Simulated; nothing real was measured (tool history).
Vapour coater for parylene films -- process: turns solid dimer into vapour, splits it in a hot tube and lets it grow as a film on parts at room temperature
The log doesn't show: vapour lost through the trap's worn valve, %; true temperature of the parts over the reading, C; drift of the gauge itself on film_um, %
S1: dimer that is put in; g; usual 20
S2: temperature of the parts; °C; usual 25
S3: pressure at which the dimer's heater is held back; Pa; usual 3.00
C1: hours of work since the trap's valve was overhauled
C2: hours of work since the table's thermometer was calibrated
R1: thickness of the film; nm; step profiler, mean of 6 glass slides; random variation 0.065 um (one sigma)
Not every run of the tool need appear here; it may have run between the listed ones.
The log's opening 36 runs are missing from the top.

run 37 hour=1639.7 | S1=8 S2=17 S3=8.39 | C1=61 C2=864 | R1=4110
run 38 hour=1699.8 | S1=20 S2=25 S3=5.25 | C1=99 C2=902 | R1=7380
run 39 hour=1728.1 | S1=13 S2=25 S3=3.00 | C1=117 C2=920 | R1=4970
run 40 hour=1787.8 | S1=20 S2=25 S3=3.51 | C1=155 C2=958 | R1=7730
run 41 hour=1851.6 | S1=16 S2=28 S3=6.01 | C1=195 C2=998 | R1=5070
run 42 hour=1902.9 | S1=10 S2=29 S3=6.85 | C1=228 C2=1030 | R1=2930
run 43 hour=1965.5 | S1=20 S2=25 S3=2.07 | C1=267 C2=1070 | R1=7960
-- hour=2016.9 trap's valve overhauled
run 44 hour=2020.2 | S1=20 S2=25 S3=2.07 | C1=2 C2=1102 | R1=7930
run 45 hour=2083.0 | S1=20 S2=25 S3=2.07 | C1=42 C2=1141 | R1=8070
-- hour=2095.1 table's thermometer calibrated
run 46 hour=2138.7 | S1=10 S2=26 S3=7.38 | C1=76 C2=28 | R1=3450

Forecast each of these 4 alternatives for the next run:
run A hour=2171.5 | S1=18 S2=25 S3=3.00 | C1=97 C2=48 | R1=?
run B hour=2171.5 | S1=18 S2=24 S3=7.38 | C1=97 C2=48 | R1=?
run C hour=2171.5 | S1=23 S2=26 S3=7.41 | C1=97 C2=48 | R1=?
run D hour=2171.5 | S1=13 S2=25 S3=3.71 | C1=97 C2=48 | R1=?

run=A R1=6870
run=B R1=6760
run=C R1=7780
run=D R1=4870
What these runs would have given with no unlogged condition in the tool:
run=A R1=6880
run=B R1=6770
run=C R1=7790
run=D R1=4880
